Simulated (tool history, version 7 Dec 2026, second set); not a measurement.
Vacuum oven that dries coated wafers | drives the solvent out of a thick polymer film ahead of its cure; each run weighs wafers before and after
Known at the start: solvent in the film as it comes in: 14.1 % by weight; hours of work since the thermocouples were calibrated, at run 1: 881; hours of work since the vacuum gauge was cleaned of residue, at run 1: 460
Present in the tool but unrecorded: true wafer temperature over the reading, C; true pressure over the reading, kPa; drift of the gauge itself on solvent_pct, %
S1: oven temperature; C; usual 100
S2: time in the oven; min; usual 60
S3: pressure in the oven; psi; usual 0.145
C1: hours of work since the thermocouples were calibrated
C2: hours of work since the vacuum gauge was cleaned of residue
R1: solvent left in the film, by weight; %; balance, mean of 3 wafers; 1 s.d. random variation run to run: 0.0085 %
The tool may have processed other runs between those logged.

| run | hour | S1 | S2 | S3 | C1 | C2 | R1 |
|---|---|---|---|---|---|---|---|
| 1 | 0 | 100 | 60 | 0.145 | 881 | 460 | 0.949 |
| 2 | 28.7 | 100 | 60 | 0.145 | 900 | 479 | 0.919 |
| 3 | 56.3 | 100 | 60 | 0.145 | 917 | 497 | 0.924 |
| 4 | 83.6 | 100 | 60 | 0.145 | 935 | 514 | 0.917 |
| 5 | 115.9 | 100 | 66 | 0.145 | 956 | 535 | 0.825 |
| 6 | 141.3 | 90 | 66 | 0.145 | 972 | 552 | 2.049 |
| 7 | 172.9 | 90 | 66 | 0.145 | 993 | 572 | 2.031 |
| 8 | 189.8 | 90 | 66 | 0.145 | 1004 | 583 | 2.043 |
| 9 | 207.3 | 90 | 66 | 0.145 | 1015 | 594 | 2.025 |
| 10 | 222.4 | 90 | 66 | 0.381 | 1025 | 604 | 3.022 |
| 11 | 251.5 | 100 | 60 | 0.145 | 1044 | 623 | 0.913 |
| 12 | 282.9 | 100 | 60 | 0.145 | 1064 | 643 | 0.938 |
| 13 | 319.3 | 100 | 60 | 0.145 | 1087 | 667 | 0.933 |
|  | 334.1 | oven's thermocouples calibrated |
| 14 | 345.6 | 100 | 60 | 0.145 | 7 | 682 | 1.11 |
| 15 | 366.7 | 100 | 60 | 0.116 | 21 | 696 | 1.038 |
| 16 | 390.7 | 100 | 60 | 0.116 | 37 | 711 | 1.018 |
| 17 | 425.2 | 105 | 60 | 0.461 | 59 | 734 | 1.605 |
| 18 | 450 | 114 | 74 | 0.58 | 75 | 750 | 1.267 |
| 19 | 479.1 | 103 | 35 | 0.086 | 94 | 769 | 1.75 |
| 20 | 509.7 | 103 | 35 | 0.086 | 114 | 788 | 1.745 |
| 21 | 545.6 | 95 | 57 | 0.074 | 137 | 812 | 1.642 |
| 22 | 569.5 | 95 | 57 | 0.074 | 152 | 827 | 1.643 |

Consider 4 possible next runs. They are alternatives, not a sequence: every one starts from the tool as it was left by run 22. What does each give?
| A | 604.7 | 89 | 57 | 0.183 | 175 | 850 | ? |
| B | 604.7 | 96 | 57 | 0.074 | 175 | 850 | ? |
| C | 604.7 | 94 | 60 | 0.145 | 175 | 850 | ? |
| D | 604.7 | 100 | 38 | 0.434 | 175 | 850 | ? |

| run | R1 |
|---|---|
| A | 3.229 |
| B | 1.471 |
| C | 1.906 |
| D | 3.045 |
With no hidden state in the tool, these same runs would have given:
| run | R1 |
|---|---|
| A | 3.19 |
| B | 1.422 |
| C | 1.858 |
| D | 3.032 |
